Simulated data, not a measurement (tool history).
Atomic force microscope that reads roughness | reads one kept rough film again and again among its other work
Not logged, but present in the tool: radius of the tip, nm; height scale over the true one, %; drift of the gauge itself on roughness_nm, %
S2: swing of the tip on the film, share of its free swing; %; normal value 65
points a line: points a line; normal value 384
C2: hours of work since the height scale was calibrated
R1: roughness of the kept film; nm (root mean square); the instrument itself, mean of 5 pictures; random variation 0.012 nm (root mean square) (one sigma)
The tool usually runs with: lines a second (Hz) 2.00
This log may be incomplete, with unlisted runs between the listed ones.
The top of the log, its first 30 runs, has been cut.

run 31 hour=320.0 | lines_a_second_(Hz)=0.55 S2=72 points_a_line=502 | pictures_with_this_tip=159 C2=250 | R1=3.038
run 32 hour=333.2 | lines_a_second_(Hz)=1.91 S2=65 points_a_line=639 | pictures_with_this_tip=170 C2=256 | R1=2.926
run 33 hour=347.2 | lines_a_second_(Hz)=1.87 S2=65 points_a_line=582 | pictures_with_this_tip=182 C2=262 | R1=2.928
run 34 hour=357.2 | lines_a_second_(Hz)=1.87 S2=65 points_a_line=582 | pictures_with_this_tip=190 C2=267 | R1=2.958
run 35 hour=371.8 | lines_a_second_(Hz)=3.36 S2=65 points_a_line=454 | pictures_with_this_tip=202 C2=273 | R1=2.780
run 36 hour=380.1 | lines_a_second_(Hz)=1.41 S2=84 points_a_line=454 | pictures_with_this_tip=209 C2=277 | R1=2.753
-- hour=381.5 new tip fitted
run 37 hour=390.6 | lines_a_second_(Hz)=1.41 S2=84 points_a_line=454 | pictures_with_this_tip=8 C2=282 | R1=2.736
run 38 hour=403.9 | lines_a_second_(Hz)=1.95 S2=58 points_a_line=643 | pictures_with_this_tip=19 C2=288 | R1=3.004
run 39 hour=413.6 | lines_a_second_(Hz)=1.95 S2=81 points_a_line=397 | pictures_with_this_tip=27 C2=292 | R1=2.676
run 40 hour=426.4 | lines_a_second_(Hz)=1.15 S2=81 points_a_line=642 | pictures_with_this_tip=38 C2=298 | R1=2.877
run 41 hour=441.4 | lines_a_second_(Hz)=1.15 S2=81 points_a_line=642 | pictures_with_this_tip=50 C2=305 | R1=2.853
run 42 hour=451.1 | lines_a_second_(Hz)=1.41 S2=84 points_a_line=371 | pictures_with_this_tip=58 C2=309 | R1=2.735
run 43 hour=460.9 | lines_a_second_(Hz)=1.32 S2=56 points_a_line=448 | pictures_with_this_tip=66 C2=313 | R1=3.047

What if the next run were any one of these 3? Each begins from the tool's condition after run 43:
run A hour=472.1 | lines_a_second_(Hz)=0.66 S2=56 points_a_line=287 | pictures_with_this_tip=76 C2=319 | R1=?
run B hour=472.1 | lines_a_second_(Hz)=3.51 S2=65 points_a_line=384 | pictures_with_this_tip=76 C2=319 | R1=?
run C hour=472.1 | lines_a_second_(Hz)=1.32 S2=56 points_a_line=801 | pictures_with_this_tip=76 C2=319 | R1=?

run=A R1=3.009
run=B R1=2.766
run=C R1=3.034
Stripped of hidden state, with their random variation kept, the same runs would have yielded:
run=A R1=3.015
run=B R1=2.772
run=C R1=3.041
